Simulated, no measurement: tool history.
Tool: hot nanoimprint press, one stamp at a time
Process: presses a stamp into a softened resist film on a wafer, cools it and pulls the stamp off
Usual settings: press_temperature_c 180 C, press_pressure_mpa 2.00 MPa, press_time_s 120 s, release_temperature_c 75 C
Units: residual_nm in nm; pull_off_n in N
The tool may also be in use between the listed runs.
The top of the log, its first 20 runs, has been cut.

Run 21, hour 1110.6: usual settings but press_time_s 136 s, release_temperature_c 71 C. Result: residual_nm 98.0 nm, pull_off_n 232 N.
Run 22, hour 1142.9: usual settings but press_pressure_mpa 1.42 MPa, press_time_s 184 s, release_temperature_c 60 C. Result: residual_nm 101.5 nm, pull_off_n 278 N.
At hour 1155.8: plate thermocouple calibrated.
Run 23, hour 1207.6: usual settings but press_temperature_c 168 C, press_time_s 75 s. Result: residual_nm 157.8 nm, pull_off_n 211 N.
Run 24, hour 1260.4: usual settings but press_temperature_c 168 C, press_time_s 75 s. Result: residual_nm 157.8 nm, pull_off_n 215 N.
Run 25, hour 1309.5: usual settings but press_temperature_c 168 C, press_time_s 75 s. Result: residual_nm 157.9 nm, pull_off_n 214 N.
Run 26, hour 1345.8: usual settings but press_temperature_c 191 C, press_pressure_mpa 2.95 MPa, press_time_s 65 s. Result: residual_nm 77.0 nm, pull_off_n 203 N.
Run 27, hour 1403.7: usual settings but press_temperature_c 188 C, press_pressure_mpa 2.69 MPa, press_time_s 214 s, release_temperature_c 63 C. Result: residual_nm 54.2 nm, pull_off_n 275 N.
Run 28, hour 1465.1: usual settings but press_temperature_c 189 C, press_pressure_mpa 1.20 MPa, press_time_s 235 s, release_temperature_c 83 C. Result: residual_nm 75.1 nm, pull_off_n 169 N.
Run 29, hour 1522.7: usual settings but press_temperature_c 189 C, press_pressure_mpa 1.20 MPa, press_time_s 235 s, release_temperature_c 83 C. Result: residual_nm 75.0 nm, pull_off_n 172 N.
At hour 1557.9: stamp cleaned and given a new release coat.
Run 30, hour 1591.6: usual settings but press_time_s 142 s, release_temperature_c 77 C. Result: residual_nm 96.0 nm, pull_off_n 200 N.

Alternative continuations, all from the tool just after run 30; predict every row:
Run A, hour 1656.1: usual settings but press_time_s 66 s, release_temperature_c 77 C. Result: residual_nm ?, pull_off_n ?.
Run B, hour 1656.1: usual settings but press_time_s 142 s, release_temperature_c 68 C. Result: residual_nm ?, pull_off_n ?.
Run C, hour 1656.1: usual settings but release_temperature_c 67 C. Result: residual_nm ?, pull_off_n ?.
Run D, hour 1656.1: usual settings but press_pressure_mpa 2.64 MPa, press_time_s 92 s, release_temperature_c 76 C. Result: residual_nm ?, pull_off_n ?.

run  residual_nm  pull_off_n
  A        123.1         212
  B         95.8         248
  C        102.0         249
  D        100.0         203
Without the tool's hidden state the same runs would have given:
run  residual_nm  pull_off_n
  A        125.8         211
  B         97.9         248
  C        104.2         249
  D        102.1         203

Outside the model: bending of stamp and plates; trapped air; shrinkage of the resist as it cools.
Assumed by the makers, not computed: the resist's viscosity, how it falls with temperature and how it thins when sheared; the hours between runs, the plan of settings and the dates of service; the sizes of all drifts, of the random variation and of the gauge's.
